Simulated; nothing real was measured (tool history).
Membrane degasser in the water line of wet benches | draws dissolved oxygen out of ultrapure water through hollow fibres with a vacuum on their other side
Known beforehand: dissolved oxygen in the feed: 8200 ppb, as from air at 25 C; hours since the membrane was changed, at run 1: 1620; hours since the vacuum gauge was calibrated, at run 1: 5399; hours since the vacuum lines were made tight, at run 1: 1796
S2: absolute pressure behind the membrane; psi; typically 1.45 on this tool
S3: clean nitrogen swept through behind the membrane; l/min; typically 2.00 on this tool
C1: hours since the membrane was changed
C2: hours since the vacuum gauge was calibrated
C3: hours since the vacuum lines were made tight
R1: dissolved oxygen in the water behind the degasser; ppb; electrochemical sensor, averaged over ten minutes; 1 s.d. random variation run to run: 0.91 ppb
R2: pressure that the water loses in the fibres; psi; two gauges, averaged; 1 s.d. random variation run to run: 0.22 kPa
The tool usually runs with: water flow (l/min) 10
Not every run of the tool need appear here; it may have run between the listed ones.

{"run": 1, "day": 0.0, "water flow (l/min)": 10, "S2": 1.45, "S3": 2.0, "C1": 1620, "C2": 5399, "C3": 1796, "R1": 93.9, "R2": 7.806}
{"run": 2, "day": 2.25, "water flow (l/min)": 10, "S2": 1.45, "S3": 2.0, "C1": 1674, "C2": 5453, "C3": 1850, "R1": 94.9, "R2": 7.922}
{"run": 3, "day": 4.688, "water flow (l/min)": 10, "S2": 1.45, "S3": 2.0, "C1": 1733, "C2": 5512, "C3": 1908, "R1": 94.4, "R2": 7.928}
{"run": 4, "day": 7.283, "water flow (l/min)": 10, "S2": 1.45, "S3": 2.0, "C1": 1795, "C2": 5574, "C3": 1971, "R1": 95.4, "R2": 7.86}
{"run": 5, "day": 9.679, "water flow (l/min)": 10, "S2": 1.45, "S3": 2.0, "C1": 1852, "C2": 5632, "C3": 2028, "R1": 94.1, "R2": 7.861}
{"run": 6, "day": 11.646, "water flow (l/min)": 10, "S2": 1.45, "S3": 2.0, "C1": 1900, "C2": 5679, "C3": 2075, "R1": 94.6, "R2": 7.86}
{"run": 7, "day": 14.296, "water flow (l/min)": 10, "S2": 1.45, "S3": 2.0, "C1": 1963, "C2": 5742, "C3": 2139, "R1": 95.0, "R2": 7.894}
{"run": 8, "day": 16.858, "water flow (l/min)": 10, "S2": 1.45, "S3": 2.0, "C1": 2025, "C2": 5804, "C3": 2200, "R1": 93.6, "R2": 7.822}
{"run": 9, "day": 18.888, "water flow (l/min)": 10, "S2": 1.45, "S3": 2.0, "C1": 2073, "C2": 5853, "C3": 2249, "R1": 96.5, "R2": 7.893}
{"run": 10, "day": 20.3, "water flow (l/min)": 10, "S2": 1.45, "S3": 2.0, "C1": 2107, "C2": 5886, "C3": 2283, "R1": 94.5, "R2": 7.894}
{"run": 11, "day": 22.612, "water flow (l/min)": 10, "S2": 1.45, "S3": 2.0, "C1": 2163, "C2": 5942, "C3": 2339, "R1": 94.3, "R2": 7.825}
{"run": 12, "day": 25.342, "water flow (l/min)": 10, "S2": 1.45, "S3": 2.0, "C1": 2228, "C2": 6007, "C3": 2404, "R1": 94.6, "R2": 7.829}
{"run": 13, "day": 26.612, "water flow (l/min)": 10, "S2": 1.45, "S3": 2.0, "C1": 2259, "C2": 6038, "C3": 2434, "R1": 97.0, "R2": 7.899}
{"run": 14, "day": 29.012, "water flow (l/min)": 13, "S2": 1.45, "S3": 2.0, "C1": 2316, "C2": 6096, "C3": 2492, "R1": 128.9, "R2": 10.289}
{"run": 15, "day": 31.192, "water flow (l/min)": 13, "S2": 1.45, "S3": 2.0, "C1": 2369, "C2": 6148, "C3": 2544, "R1": 129.8, "R2": 10.216}
{"run": 16, "day": 33.588, "water flow (l/min)": 13, "S2": 1.45, "S3": 2.0, "C1": 2426, "C2": 6205, "C3": 2602, "R1": 129.5, "R2": 10.363}
{"run": 17, "day": 34.829, "water flow (l/min)": 14, "S2": 1.45, "S3": 3.41, "C1": 2456, "C2": 6235, "C3": 2632, "R1": 93.5, "R2": 11.114}
{"run": 18, "day": 37.421, "water flow (l/min)": 14, "S2": 1.45, "S3": 3.41, "C1": 2518, "C2": 6297, "C3": 2694, "R1": 93.7, "R2": 11.019}
{"run": 19, "day": 40.046, "water flow (l/min)": 14, "S2": 1.45, "S3": 3.41, "C1": 2581, "C2": 6360, "C3": 2757, "R1": 93.3, "R2": 11.106}
{"run": 20, "day": 41.8, "water flow (l/min)": 10, "S2": 2.15, "S3": 3.24, "C1": 2623, "C2": 6402, "C3": 2799, "R1": 100.5, "R2": 7.9}
{"run": 21, "day": 43.538, "water flow (l/min)": 10, "S2": 2.15, "S3": 3.24, "C1": 2665, "C2": 6444, "C3": 2841, "R1": 101.3, "R2": 7.921}
{"run": 22, "day": 45.308, "water flow (l/min)": 10, "S2": 2.93, "S3": 2.0, "C1": 2707, "C2": 6487, "C3": 2883, "R1": 219.2, "R2": 7.896}
{"day": 45.471, "done": "vacuum gauge calibrated"}
{"run": 23, "day": 47.542, "water flow (l/min)": 11, "S2": 1.04, "S3": 3.66, "C1": 2761, "C2": 50, "C3": 2936, "R1": 42.4, "R2": 8.727}
{"run": 24, "day": 49.671, "water flow (l/min)": 11, "S2": 1.04, "S3": 3.66, "C1": 2812, "C2": 101, "C3": 2987, "R1": 42.4, "R2": 8.651}
{"run": 25, "day": 51.788, "water flow (l/min)": 11, "S2": 1.04, "S3": 3.66, "C1": 2862, "C2": 152, "C3": 3038, "R1": 42.6, "R2": 8.752}
{"run": 26, "day": 53.617, "water flow (l/min)": 15, "S2": 1.45, "S3": 1.13, "C1": 2906, "C2": 196, "C3": 3082, "R1": 252.6, "R2": 11.916}
{"run": 27, "day": 55.0, "water flow (l/min)": 15, "S2": 1.13, "S3": 3.05, "C1": 2940, "C2": 229, "C3": 3115, "R1": 90.2, "R2": 11.958}
{"run": 28, "day": 56.838, "water flow (l/min)": 10, "S2": 1.46, "S3": 1.08, "C1": 2984, "C2": 273, "C3": 3159, "R1": 173.6, "R2": 7.973}
{"day": 59.133, "done": "vacuum gauge calibrated, once more"}
{"run": 29, "day": 59.325, "water flow (l/min)": 10, "S2": 2.93, "S3": 1.08, "C1": 3043, "C2": 5, "C3": 3219, "R1": 379.6, "R2": 7.923}
{"run": 30, "day": 60.733, "water flow (l/min)": 15, "S2": 1.55, "S3": 1.3, "C1": 3077, "C2": 38, "C3": 3252, "R1": 227.0, "R2": 12.024}
{"run": 31, "day": 62.288, "water flow (l/min)": 10, "S2": 1.45, "S3": 3.8, "C1": 3114, "C2": 76, "C3": 3290, "R1": 50.4, "R2": 7.967}
{"run": 32, "day": 64.542, "water flow (l/min)": 10, "S2": 1.45, "S3": 3.8, "C1": 3168, "C2": 130, "C3": 3344, "R1": 51.0, "R2": 7.97}

How would selected steps in R1 from run to run divide? Give the signed amount a tool lacking its hidden state would still show from settings, what came in and random variation, and the signed amount left for the hidden state, including any gauge scatter that is not in both of the compared results.
Unlogged tool condition in this case: membrane still open, %; true pressure behind the membrane over the reading, kPa; air that leaks in behind the membrane, l/min; drift of the gauge itself on oxygen_ppb, %; drift of the gauge itself on loss_of_pressure_kpa, %.
Run 22 -> 23: water flow (l/min) 10 -> 11, S2 2.93 -> 1.04, S3 2.00 -> 3.66, vacuum gauge calibrated. R1 -176.8 ppb: hidden state -7.3, all else -169.5.
Run 25 -> 26: water flow (l/min) 11 -> 15, S2 1.04 -> 1.45, S3 3.66 -> 1.13. R1 +210.0 ppb: hidden state +22.3, all else +187.7.
Run 26 -> 27: S2 1.45 -> 1.13, S3 1.13 -> 3.05. R1 -162.4 ppb: hidden state -15.8, all else -146.6.
Run 28 -> 29: S2 1.46 -> 2.93, vacuum gauge calibrated, once more. R1 +206.0 ppb: hidden state -8.9, all else +214.9.
